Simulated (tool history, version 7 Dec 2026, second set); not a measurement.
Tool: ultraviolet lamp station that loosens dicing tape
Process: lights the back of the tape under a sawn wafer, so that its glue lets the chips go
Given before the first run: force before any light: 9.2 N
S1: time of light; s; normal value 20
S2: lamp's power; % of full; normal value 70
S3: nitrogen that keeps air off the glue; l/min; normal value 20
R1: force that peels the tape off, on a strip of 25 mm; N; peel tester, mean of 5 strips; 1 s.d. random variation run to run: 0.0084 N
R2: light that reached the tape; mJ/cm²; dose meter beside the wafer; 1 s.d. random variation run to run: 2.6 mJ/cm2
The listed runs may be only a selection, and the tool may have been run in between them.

run	day	S1	S2	S3	R1	R2
1	0.000	20	70	20	0.591	257
2	2.317	20	70	20	0.633	255
3	5.046	10	70	20	2.217	125
4	7.150	10	70	20	2.292	129
5	9.671	17	70	20	0.955	209
6	12.575	20	70	20	0.667	242
7	14.650	20	90	20	0.384	316
8	16.554	20	90	20	0.404	306
9	19.296	20	68	20	0.774	232
10	22.492	20	68	20	0.802	227
# day 23.138: lamp changed
11	25.208	20	70	20	0.366	321
12	27.100	20	70	20	0.381	315
13	29.750	20	70	20	0.393	315
14	32.288	20	70	20	0.380	314
15	35.404	35	70	20	0.165	544
16	37.917	20	75	20	0.347	329
17	40.275	20	75	20	0.361	326
18	43.683	20	87	20	0.288	373
19	46.850	20	70	20	0.440	295
20	50.204	20	86	16	0.339	362
21	52.046	15	65	20	1.023	199
22	55.062	13	61	8	2.367	160
# day 56.158: window cleaned of glue's vapour
23	57.792	13	61	8	2.253	175
24	59.796	13	61	11	1.983	170
25	63.088	13	61	11	1.953	171
26	65.833	16	70	22	0.694	237
27	67.921	17	77	22	0.465	275
28	70.158	20	74	11	0.625	308
29	71.654	36	86	11	0.165	642
30	74.788	36	86	11	0.177	632
31	77.221	18	87	11	0.602	320
32	79.225	38	87	14	0.159	665
33	82.033	14	77	11	1.369	213
34	84.200	14	77	11	1.350	215
35	86.958	19	77	33	0.350	288
36	88.617	19	94	8	0.622	351
37	92.079	14	70	31	0.919	188

Branching from run 37: 3 alternative next runs. What would each branch give?
A	93.600	14	100	31	?	?
B	93.600	19	72	23	?	?
C	93.600	14	94	28	?	?

run	R1	R2
A	0.414	264
B	0.520	262
C	0.516	251
With no hidden state in the tool, these same runs would have given:
run	R1	R2
A	0.255	332
B	0.314	329
C	0.313	315
